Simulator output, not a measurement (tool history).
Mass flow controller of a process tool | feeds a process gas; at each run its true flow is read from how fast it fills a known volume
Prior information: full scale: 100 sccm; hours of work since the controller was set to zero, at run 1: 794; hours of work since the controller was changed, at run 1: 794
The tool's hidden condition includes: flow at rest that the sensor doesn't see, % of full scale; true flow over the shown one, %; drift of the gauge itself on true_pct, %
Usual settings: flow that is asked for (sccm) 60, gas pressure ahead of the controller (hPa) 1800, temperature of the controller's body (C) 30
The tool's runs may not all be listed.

run	hour	flow that is asked for (sccm)	gas pressure ahead of the controller (hPa)	temperature of the controller's body (C)	hours of work since the controller was set to zero	hours of work since the controller was changed	true flow (%)
1	0.0	60	1800	30	794	794	98.32
2	54.0	60	1800	30	819	819	98.31
3	130.9	60	1800	30	854	854	98.33
4	214.8	13	1800	30	893	893	96.14
5	295.1	13	1800	29	929	929	96.19
6	378.3	13	1800	29	967	967	96.21
7	467.3	60	1800	30	1008	1008	98.28
8	542.1	60	2680	30	1042	1042	97.63
9	589.9	60	2680	30	1064	1064	97.69
10	659.3	60	1800	30	1096	1096	98.25
11	747.3	60	1480	30	1136	1136	98.50
12	798.7	60	1800	26	1160	1160	98.67
13	853.6	29	1800	30	1185	1185	97.04
14	927.4	60	1800	30	1218	1218	98.27
# hour 931.9: controller's zero set anew
15	1010.9	60	1800	30	36	1256	98.05
16	1069.4	60	1800	30	63	1283	98.26
17	1132.4	60	2020	30	92	1312	97.95
18	1182.1	60	1800	30	114	1335	98.20
19	1224.5	60	1800	30	134	1354	98.20
20	1284.8	60	1800	30	161	1382	98.17
# hour 1297.9: controller's zero set anew, once more
21	1342.8	60	1800	30	20	1408	98.33
22	1424.1	21	1800	30	58	1445	97.02
23	1514.7	21	2780	30	99	1486	96.29
24	1566.4	60	1800	40	123	1510	97.41
25	1605.4	49	1500	25	141	1528	98.78
26	1646.0	49	1500	25	159	1546	98.78
27	1710.8	19	1490	38	189	1576	96.28
28	1785.8	75	1520	20	223	1610	100.13
29	1845.6	87	1800	23	250	1638	99.95
30	1916.0	33	2470	30	283	1670	97.02
31	1964.5	11	2080	37	305	1692	95.47
32	2043.9	17	1480	20	341	1728	98.04
33	2134.2	20	2200	27	382	1770	96.92
34	2225.4	20	2200	27	424	1811	96.80

Run 35, settings as shown, results not yet in. Your forecast:
35	2295.6	23	2200	25	456	1843	?

Run 35 gave true flow (%) 97.30.
The same run, on a tool lacking any hidden state, would have yielded true flow (%) 97.36.
